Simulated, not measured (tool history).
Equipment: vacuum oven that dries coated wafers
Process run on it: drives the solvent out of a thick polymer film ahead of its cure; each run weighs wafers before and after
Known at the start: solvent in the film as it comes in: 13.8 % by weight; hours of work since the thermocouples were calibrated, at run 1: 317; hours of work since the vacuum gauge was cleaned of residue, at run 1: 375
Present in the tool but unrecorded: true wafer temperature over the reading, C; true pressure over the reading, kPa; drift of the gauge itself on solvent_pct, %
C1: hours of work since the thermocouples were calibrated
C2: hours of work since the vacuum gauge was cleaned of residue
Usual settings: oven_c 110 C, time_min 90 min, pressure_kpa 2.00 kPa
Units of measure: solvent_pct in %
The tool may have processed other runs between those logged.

run 1 hour=0.0 | oven_c=110 time_min=90 pressure_kpa=2.00 | C1=317 C2=375 | solvent_pct=4.25
run 2 hour=20.1 | oven_c=122 time_min=90 pressure_kpa=2.00 | C1=327 C2=385 | solvent_pct=2.56
run 3 hour=61.0 | oven_c=122 time_min=90 pressure_kpa=2.00 | C1=348 C2=406 | solvent_pct=2.58
run 4 hour=88.4 | oven_c=122 time_min=90 pressure_kpa=2.00 | C1=361 C2=419 | solvent_pct=2.58
run 5 hour=109.5 | oven_c=122 time_min=90 pressure_kpa=2.00 | C1=372 C2=430 | solvent_pct=2.61
run 6 hour=158.5 | oven_c=110 time_min=90 pressure_kpa=2.00 | C1=397 C2=455 | solvent_pct=4.30
run 7 hour=180.8 | oven_c=110 time_min=90 pressure_kpa=2.00 | C1=408 C2=466 | solvent_pct=4.23
run 8 hour=216.9 | oven_c=110 time_min=90 pressure_kpa=2.00 | C1=427 C2=485 | solvent_pct=4.25
run 9 hour=260.2 | oven_c=110 time_min=90 pressure_kpa=2.00 | C1=448 C2=507 | solvent_pct=4.34
run 10 hour=294.7 | oven_c=110 time_min=105 pressure_kpa=2.00 | C1=466 C2=524 | solvent_pct=4.12
run 11 hour=321.4 | oven_c=110 time_min=90 pressure_kpa=2.00 | C1=479 C2=537 | solvent_pct=4.24
run 12 hour=367.6 | oven_c=110 time_min=90 pressure_kpa=2.00 | C1=503 C2=561 | solvent_pct=4.28
run 13 hour=408.4 | oven_c=110 time_min=90 pressure_kpa=1.55 | C1=524 C2=582 | solvent_pct=3.55
run 14 hour=436.7 | oven_c=114 time_min=90 pressure_kpa=4.38 | C1=538 C2=596 | solvent_pct=7.19
run 15 hour=458.6 | oven_c=106 time_min=160 pressure_kpa=7.29 | C1=549 C2=607 | solvent_pct=13.71
-- hour=463.0 oven's thermocouples calibrated
run 16 hour=509.0 | oven_c=112 time_min=57 pressure_kpa=1.51 | C1=23 C2=632 | solvent_pct=3.84
run 17 hour=556.3 | oven_c=95 time_min=100 pressure_kpa=1.20 | C1=47 C2=655 | solvent_pct=6.33
run 18 hour=581.5 | oven_c=113 time_min=144 pressure_kpa=1.98 | C1=60 C2=668 | solvent_pct=3.48
run 19 hour=614.7 | oven_c=120 time_min=92 pressure_kpa=2.62 | C1=77 C2=685 | solvent_pct=3.59
run 20 hour=634.7 | oven_c=118 time_min=117 pressure_kpa=1.93 | C1=87 C2=695 | solvent_pct=2.87
run 21 hour=655.6 | oven_c=110 time_min=90 pressure_kpa=4.81 | C1=98 C2=706 | solvent_pct=8.89
-- hour=679.0 oven's thermocouples calibrated, once more
run 22 hour=692.8 | oven_c=99 time_min=65 pressure_kpa=7.32 | C1=7 C2=724 | solvent_pct=13.92
run 23 hour=722.1 | oven_c=99 time_min=65 pressure_kpa=7.32 | C1=22 C2=738 | solvent_pct=13.69
run 24 hour=744.5 | oven_c=106 time_min=81 pressure_kpa=5.32 | C1=33 C2=750 | solvent_pct=11.93
run 25 hour=774.2 | oven_c=96 time_min=76 pressure_kpa=1.44 | C1=48 C2=765 | solvent_pct=7.82
run 26 hour=796.7 | oven_c=111 time_min=90 pressure_kpa=1.33 | C1=60 C2=776 | solvent_pct=3.38

Predict each of these 5 candidate next runs independently; none follows another, all start after run 26:
run A hour=834.4 | oven_c=123 time_min=90 pressure_kpa=3.44 | C1=79 C2=795 | solvent_pct=?
run B hour=834.4 | oven_c=112 time_min=150 pressure_kpa=2.67 | C1=79 C2=795 | solvent_pct=?
run C hour=834.4 | oven_c=123 time_min=133 pressure_kpa=1.21 | C1=79 C2=795 | solvent_pct=?
run D hour=834.4 | oven_c=117 time_min=80 pressure_kpa=3.44 | C1=79 C2=795 | solvent_pct=?
run E hour=834.4 | oven_c=102 time_min=109 pressure_kpa=2.37 | C1=79 C2=795 | solvent_pct=?

run=A solvent_pct=4.50
run=B solvent_pct=5.12
run=C solvent_pct=1.80
run=D solvent_pct=5.38
run=E solvent_pct=7.15
What these runs would have given with no unlogged condition in the tool:
run=A solvent_pct=4.12
run=B solvent_pct=4.58
run=C solvent_pct=1.42
run=D solvent_pct=4.94
run=E solvent_pct=6.47

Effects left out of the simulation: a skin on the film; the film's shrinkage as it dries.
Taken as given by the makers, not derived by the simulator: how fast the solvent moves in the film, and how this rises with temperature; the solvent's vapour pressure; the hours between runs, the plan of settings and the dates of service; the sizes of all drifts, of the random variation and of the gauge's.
